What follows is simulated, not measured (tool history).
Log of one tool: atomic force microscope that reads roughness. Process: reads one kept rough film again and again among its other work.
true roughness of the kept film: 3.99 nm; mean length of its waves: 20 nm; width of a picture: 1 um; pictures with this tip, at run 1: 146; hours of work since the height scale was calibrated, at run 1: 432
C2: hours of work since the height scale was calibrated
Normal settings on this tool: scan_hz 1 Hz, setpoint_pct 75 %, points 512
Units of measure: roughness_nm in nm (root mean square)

{"run": 1, "hour": 0.0, "scan_hz": 1, "setpoint_pct": 75, "points": 512, "pictures with this tip": 146, "C2": 432, "roughness_nm": 2.96}
{"run": 2, "hour": 41.2, "scan_hz": 1, "setpoint_pct": 75, "points": 512, "pictures with this tip": 204, "C2": 449, "roughness_nm": 2.93}
{"hour": 45.4, "done": "new tip fitted"}
{"run": 3, "hour": 75.8, "scan_hz": 1, "setpoint_pct": 75, "points": 512, "pictures with this tip": 43, "C2": 463, "roughness_nm": 2.956}
{"run": 4, "hour": 117.7, "scan_hz": 1, "setpoint_pct": 75, "points": 512, "pictures with this tip": 103, "C2": 480, "roughness_nm": 2.952}
{"run": 5, "hour": 146.9, "scan_hz": 1, "setpoint_pct": 89, "points": 512, "pictures with this tip": 144, "C2": 493, "roughness_nm": 2.816}
{"run": 6, "hour": 174.3, "scan_hz": 1, "setpoint_pct": 89, "points": 512, "pictures with this tip": 183, "C2": 504, "roughness_nm": 2.831}
{"hour": 196.1, "done": "new tip fitted"}
{"run": 7, "hour": 214.6, "scan_hz": 1, "setpoint_pct": 89, "points": 512, "pictures with this tip": 26, "C2": 520, "roughness_nm": 2.827}
{"run": 8, "hour": 237.9, "scan_hz": 1, "setpoint_pct": 75, "points": 757, "pictures with this tip": 59, "C2": 530, "roughness_nm": 2.974}
{"run": 9, "hour": 260.3, "scan_hz": 1, "setpoint_pct": 75, "points": 512, "pictures with this tip": 91, "C2": 539, "roughness_nm": 2.928}
{"run": 10, "hour": 291.9, "scan_hz": 1, "setpoint_pct": 75, "points": 512, "pictures with this tip": 135, "C2": 552, "roughness_nm": 2.936}
{"run": 11, "hour": 324.1, "scan_hz": 1, "setpoint_pct": 75, "points": 512, "pictures with this tip": 181, "C2": 565, "roughness_nm": 2.967}
{"hour": 345.3, "done": "new tip fitted"}
{"run": 12, "hour": 352.6, "scan_hz": 1, "setpoint_pct": 75, "points": 512, "pictures with this tip": 10, "C2": 577, "roughness_nm": 2.968}
{"run": 13, "hour": 379.0, "scan_hz": 1, "setpoint_pct": 75, "points": 512, "pictures with this tip": 48, "C2": 588, "roughness_nm": 2.958}
{"run": 14, "hour": 423.9, "scan_hz": 1, "setpoint_pct": 90, "points": 501, "pictures with this tip": 111, "C2": 606, "roughness_nm": 2.825}
{"run": 15, "hour": 455.4, "scan_hz": 0.83, "setpoint_pct": 75, "points": 671, "pictures with this tip": 156, "C2": 619, "roughness_nm": 2.993}
{"run": 16, "hour": 474.2, "scan_hz": 3.85, "setpoint_pct": 65, "points": 523, "pictures with this tip": 182, "C2": 627, "roughness_nm": 2.794}
{"hour": 493.2, "done": "new tip fitted"}
{"run": 17, "hour": 493.3, "scan_hz": 3.15, "setpoint_pct": 57, "points": 675, "pictures with this tip": 0, "C2": 634, "roughness_nm": 2.978}
{"run": 18, "hour": 538.1, "scan_hz": 3.15, "setpoint_pct": 57, "points": 675, "pictures with this tip": 63, "C2": 653, "roughness_nm": 2.952}
{"run": 19, "hour": 580.5, "scan_hz": 3.15, "setpoint_pct": 65, "points": 306, "pictures with this tip": 123, "C2": 670, "roughness_nm": 2.779}
{"run": 20, "hour": 603.9, "scan_hz": 2.37, "setpoint_pct": 61, "points": 677, "pictures with this tip": 156, "C2": 680, "roughness_nm": 2.994}
{"run": 21, "hour": 628.4, "scan_hz": 0.73, "setpoint_pct": 61, "points": 677, "pictures with this tip": 191, "C2": 690, "roughness_nm": 3.052}
{"hour": 642.0, "done": "new tip fitted"}
{"run": 22, "hour": 651.4, "scan_hz": 0.73, "setpoint_pct": 67, "points": 387, "pictures with this tip": 14, "C2": 699, "roughness_nm": 3.001}
{"run": 23, "hour": 691.1, "scan_hz": 3.3, "setpoint_pct": 75, "points": 332, "pictures with this tip": 70, "C2": 716, "roughness_nm": 2.667}
{"run": 24, "hour": 722.5, "scan_hz": 3.3, "setpoint_pct": 58, "points": 273, "pictures with this tip": 114, "C2": 729, "roughness_nm": 2.873}
{"run": 25, "hour": 748.4, "scan_hz": 1, "setpoint_pct": 76, "points": 399, "pictures with this tip": 151, "C2": 739, "roughness_nm": 2.931}

5 options for the next run, each taken on its own from the tool as it stands now. Forecast them:
{"run": "A", "hour": 771.7, "scan_hz": 1, "setpoint_pct": 75, "points": 576, "pictures with this tip": 184, "C2": 749, "roughness_nm": "?"}
{"run": "B", "hour": 771.7, "scan_hz": 0.52, "setpoint_pct": 76, "points": 458, "pictures with this tip": 184, "C2": 749, "roughness_nm": "?"}
{"run": "C", "hour": 771.7, "scan_hz": 3.84, "setpoint_pct": 58, "points": 413, "pictures with this tip": 184, "C2": 749, "roughness_nm": "?"}
{"run": "D", "hour": 771.7, "scan_hz": 1, "setpoint_pct": 76, "points": 520, "pictures with this tip": 184, "C2": 749, "roughness_nm": "?"}
{"run": "E", "hour": 771.7, "scan_hz": 1, "setpoint_pct": 81, "points": 512, "pictures with this tip": 184, "C2": 749, "roughness_nm": "?"}

run=A roughness_nm=2.955
run=B roughness_nm=2.985
run=C roughness_nm=2.886
run=D roughness_nm=2.941
run=E roughness_nm=2.918
Take away the tool's hidden state, keep each run's random variation, and the runs would have read:
run=A roughness_nm=2.97
run=B roughness_nm=3
run=C roughness_nm=2.901
run=D roughness_nm=2.956
run=E roughness_nm=2.933
